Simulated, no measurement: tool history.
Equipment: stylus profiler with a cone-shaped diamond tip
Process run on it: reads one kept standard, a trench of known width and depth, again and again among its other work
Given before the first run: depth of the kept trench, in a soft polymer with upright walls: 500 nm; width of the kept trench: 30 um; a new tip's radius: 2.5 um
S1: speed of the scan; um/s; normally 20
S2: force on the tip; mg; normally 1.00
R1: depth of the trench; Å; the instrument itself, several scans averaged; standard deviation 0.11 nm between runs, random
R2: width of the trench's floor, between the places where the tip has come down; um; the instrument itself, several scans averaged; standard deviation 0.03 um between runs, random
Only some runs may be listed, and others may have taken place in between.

run,day,S1,S2,R1,R2
1,0.000,20,1.00,5033.6,26.42
2,1.833,20,1.00,5034.2,26.48
3,3.758,20,1.00,5033.3,26.39
4,6.200,20,1.00,5032.6,26.43
5,8.758,20,1.00,5031.5,26.36
6,10.138,20,1.00,5030.4,26.29
7,12.871,20,1.00,5034.1,26.39
8,15.412,20,1.50,5044.0,26.39
9,16.754,20,1.50,5044.6,26.38
10,18.433,9,1.00,5032.0,26.50
11,19.933,44,1.00,5032.4,26.05
12,22.671,8,1.00,5032.7,26.42
13,24.200,8,1.00,5031.2,26.41
14,25.996,8,1.00,5033.3,26.43
15,28.483,20,1.00,5030.2,26.29
16,30.738,24,1.00,5030.0,26.18
17,32.650,24,1.00,5030.5,26.25
18,34.112,24,1.00,5031.4,26.26
19,36.583,26,2.79,5070.6,26.30
20,37.946,57,1.03,5030.5,25.88
21,39.204,29,1.16,5035.0,26.18
22,41.892,29,0.38,5010.8,25.93
23,43.525,7,0.71,5023.1,26.36
24,45.608,7,0.71,5018.8,26.28

Estimate the outcome of run 25 from the log above:
25,48.308,13,0.61,?,?

R1: 5018.0 Å
R2: 26.24 um
Were there no unlogged condition in the tool, this run, its random variation unchanged, would have produced R1 5028.6 Å, R2 26.85 um.
